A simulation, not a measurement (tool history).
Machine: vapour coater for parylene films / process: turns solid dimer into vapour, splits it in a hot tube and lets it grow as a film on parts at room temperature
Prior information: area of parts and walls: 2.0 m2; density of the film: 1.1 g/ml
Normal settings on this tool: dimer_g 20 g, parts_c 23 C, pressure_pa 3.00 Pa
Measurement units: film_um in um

run,day,dimer_g,parts_c,pressure_pa,film_um
1,0.000,20,23,3.00,5.99
2,0.454,20,23,3.00,5.93
3,1.008,20,23,3.00,5.92
4,1.542,20,23,3.00,5.91
5,2.038,20,23,3.00,5.99
6,2.600,20,23,3.00,5.85
7,3.067,20,23,3.00,5.95
8,3.629,20,23,3.00,5.91
9,4.258,20,23,3.00,5.83
10,4.588,20,23,3.00,5.94
# day 4.783: trap's valve overhauled
11,5.017,20,23,3.00,5.69
12,5.421,8,23,8.28,1.75
13,5.688,28,23,3.64,7.47
14,6.012,10,23,3.91,2.62
15,6.342,10,23,3.91,2.67
# day 6.792: trap's valve overhauled, once more
16,6.879,20,20,2.83,7.33
17,7.388,36,18,10.43,10.93
18,7.746,20,23,5.68,5.48
19,8.233,20,23,5.68,5.49

Pick out some run-to-run changes in film_um. Of each, how much would a tool without hidden state show as well, from the settings, what came in and chance, and how much is left for the hidden state and any gauge scatter not in both results compared?
The hidden state here: vapour lost through the trap's worn valve, %; true temperature of the parts over the reading, C; drift of the gauge itself on film_um, %.
Run 12 -> 13: dimer_g 8 -> 28, pressure_pa 8.28 -> 3.64. film_um +5.72 um: hidden state -0.83, all else +6.55.

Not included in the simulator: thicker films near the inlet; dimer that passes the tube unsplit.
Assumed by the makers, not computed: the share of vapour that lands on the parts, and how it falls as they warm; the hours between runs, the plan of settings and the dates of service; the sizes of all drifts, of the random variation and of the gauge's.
